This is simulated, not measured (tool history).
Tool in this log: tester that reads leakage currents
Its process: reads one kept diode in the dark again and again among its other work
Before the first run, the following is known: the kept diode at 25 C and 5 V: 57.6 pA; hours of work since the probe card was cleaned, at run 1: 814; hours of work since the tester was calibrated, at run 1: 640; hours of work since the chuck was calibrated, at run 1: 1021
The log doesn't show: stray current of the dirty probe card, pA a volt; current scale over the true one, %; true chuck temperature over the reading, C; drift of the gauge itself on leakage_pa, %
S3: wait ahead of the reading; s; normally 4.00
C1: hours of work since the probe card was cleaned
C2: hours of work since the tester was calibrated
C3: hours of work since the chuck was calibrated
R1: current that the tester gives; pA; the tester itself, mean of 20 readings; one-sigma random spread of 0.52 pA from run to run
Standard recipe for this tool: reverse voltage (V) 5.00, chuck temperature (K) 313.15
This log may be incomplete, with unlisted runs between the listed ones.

Run 1, hour 0.0: usual settings; C1 814; C2 640; C3 1021. Result: R1 170.11 pA.
Run 2, hour 198.6: usual settings but S3 0.98 s; C1 948; C2 774; C3 1155. Result: R1 172.29 pA.
At hour 299.2: chuck's temperature calibrated.
Run 3, hour 423.3: usual settings but S3 0.86 s; C1 1099; C2 924; C3 84. Result: R1 180.52 pA.
Run 4, hour 523.5: usual settings but S3 0.86 s; C1 1166; C2 992; C3 151. Result: R1 179.96 pA.
Run 5, hour 647.8: usual settings but reverse voltage (V) 1.75; C1 1250; C2 1076; C3 235. Result: R1 116.82 pA.
Run 6, hour 804.1: usual settings but reverse voltage (V) 1.75; C1 1356; C2 1182; C3 341. Result: R1 116.16 pA.
Run 7, hour 1027.8: usual settings but reverse voltage (V) 1.75; C1 1507; C2 1333; C3 492. Result: R1 115.92 pA.
Run 8, hour 1194.7: usual settings; C1 1620; C2 1445; C3 605. Result: R1 178.53 pA.
Run 9, hour 1316.7: usual settings; C1 1702; C2 1528; C3 687. Result: R1 179.26 pA.
Run 10, hour 1412.3: usual settings; C1 1766; C2 1592; C3 752. Result: R1 179.37 pA.
Run 11, hour 1510.2: usual settings; C1 1833; C2 1658; C3 818. Result: R1 179.73 pA.
At hour 1645.0: probe card cleaned and baked.
Run 12, hour 1719.7: usual settings; C1 50; C2 1798; C3 957. Result: R1 167.89 pA.
Run 13, hour 1827.4: usual settings; C1 123; C2 1871; C3 1030. Result: R1 167.54 pA.
Run 14, hour 1964.4: usual settings; C1 216; C2 1963; C3 1122. Result: R1 166.79 pA.
At hour 2114.0: chuck's temperature calibrated.
Run 15, hour 2141.0: usual settings; C1 334; C2 2081; C3 18. Result: R1 173.25 pA.
Run 16, hour 2296.5: usual settings but S3 1.12 s; C1 439; C2 2186; C3 123. Result: R1 174.55 pA.
Run 17, hour 2461.2: usual settings but S3 1.12 s; C1 550; C2 2297; C3 234. Result: R1 174.53 pA.
Run 18, hour 2622.6: usual settings but S3 1.12 s; C1 659; C2 2406; C3 343. Result: R1 175.73 pA.
Run 19, hour 2789.5: usual settings but S3 1.12 s; C1 772; C2 2519; C3 456. Result: R1 174.68 pA.
Run 20, hour 2995.8: usual settings but S3 1.12 s; C1 911; C2 2658; C3 595. Result: R1 175.34 pA.
Run 21, hour 3155.3: usual settings but S3 1.12 s; C1 1019; C2 2766; C3 703. Result: R1 175.73 pA.
Run 22, hour 3263.1: usual settings but chuck temperature (K) 293.15; C1 1091; C2 2839; C3 776. Result: R1 45.36 pA.
Run 23, hour 3431.9: usual settings but chuck temperature (K) 297.15; C1 1205; C2 2953; C3 890. Result: R1 59.91 pA.
At hour 3448.4: tester calibrated.
Run 24, hour 3606.3: usual settings but chuck temperature (K) 297.15; C1 1322; C2 107; C3 1006. Result: R1 60.26 pA.
Run 25, hour 3758.2: usual settings but chuck temperature (K) 297.15; C1 1424; C2 209; C3 1109. Result: R1 60.90 pA.
Run 26, hour 3864.2: usual settings but reverse voltage (V) 7.64, chuck temperature (K) 297.15; C1 1496; C2 281; C3 1181. Result: R1 75.37 pA.
At hour 3931.4: chuck's temperature calibrated.
Run 27, hour 4022.6: usual settings but reverse voltage (V) 1.01, chuck temperature (K) 297.15, S3 0.36 s; C1 1602; C2 386; C3 62. Result: R1 31.93 pA.
At hour 4081.2: tester calibrated, once more.
Run 28, hour 4249.2: usual settings but reverse voltage (V) 2.34, chuck temperature (K) 297.15, S3 0.36 s; C1 1753; C2 113; C3 213. Result: R1 46.76 pA.
Run 29, hour 4451.4: usual settings but reverse voltage (V) 1.33, S3 0.66 s; C1 1890; C2 250; C3 350. Result: R1 103.85 pA.
At hour 4506.1: probe card cleaned and baked.
Run 30, hour 4642.3: usual settings but reverse voltage (V) 11.22, chuck temperature (K) 299.15, S3 0.78 s; C1 92; C2 377; C3 477. Result: R1 90.17 pA.
Run 31, hour 4857.2: usual settings but reverse voltage (V) 13.47, chuck temperature (K) 293.15, S3 1.10 s; C1 237; C2 522; C3 622. Result: R1 65.02 pA.
Run 32, hour 5031.1: usual settings but reverse voltage (V) 1.14, chuck temperature (K) 299.15, S3 0.43 s; C1 354; C2 639; C3 739. Result: R1 35.30 pA.
Run 33, hour 5203.7: usual settings but reverse voltage (V) 6.07, chuck temperature (K) 300.15, S3 2.05 s; C1 471; C2 756; C3 856. Result: R1 74.46 pA.
Run 34, hour 5341.3: usual settings but reverse voltage (V) 6.07, chuck temperature (K) 300.15, S3 2.05 s; C1 564; C2 849; C3 949. Result: R1 74.55 pA.
Run 35, hour 5558.6: usual settings but reverse voltage (V) 1.03, chuck temperature (K) 328.15, S3 2.05 s; C1 711; C2 996; C3 1095. Result: R1 237.57 pA.
At hour 5739.5: chuck's temperature calibrated.
Run 36, hour 5762.8: usual settings but reverse voltage (V) 1.06; C1 847; C2 1132; C3 16. Result: R1 93.94 pA.
Run 37, hour 5902.3: usual settings but reverse voltage (V) 1.06; C1 941; C2 1226; C3 110. Result: R1 93.80 pA.
Run 38, hour 6077.8: usual settings but reverse voltage (V) 1.09; C1 1060; C2 1345; C3 228. Result: R1 94.41 pA.
Run 39, hour 6190.3: usual settings but reverse voltage (V) 2.80, chuck temperature (K) 305.15; C1 1136; C2 1421; C3 304. Result: R1 79.63 pA.
Run 40, hour 6315.2: usual settings but reverse voltage (V) 10.82, chuck temperature (K) 305.15; C1 1220; C2 1505; C3 389. Result: R1 145.56 pA.

Below are 3 alternative next runs, each starting from the tool's condition after run 40. Predict each:
Run A, hour 6410.2: usual settings but reverse voltage (V) 2.92, chuck temperature (K) 331.15, S3 0.57 s; C1 1284; C2 1569; C3 453. Result: R1 ?.
Run B, hour 6410.2: usual settings but reverse voltage (V) 10.82, chuck temperature (K) 323.15, S3 1.48 s; C1 1284; C2 1569; C3 453. Result: R1 ?.
Run C, hour 6410.2: usual settings but reverse voltage (V) 6.45, chuck temperature (K) 302.15; C1 1284; C2 1569; C3 453. Result: R1 ?.

run      R1
  A  443.72
  B  459.89
  C   94.75
Without the tool's unlogged condition, the same runs would have read:
run      R1
  A  447.83
  B  452.21
  C   86.74
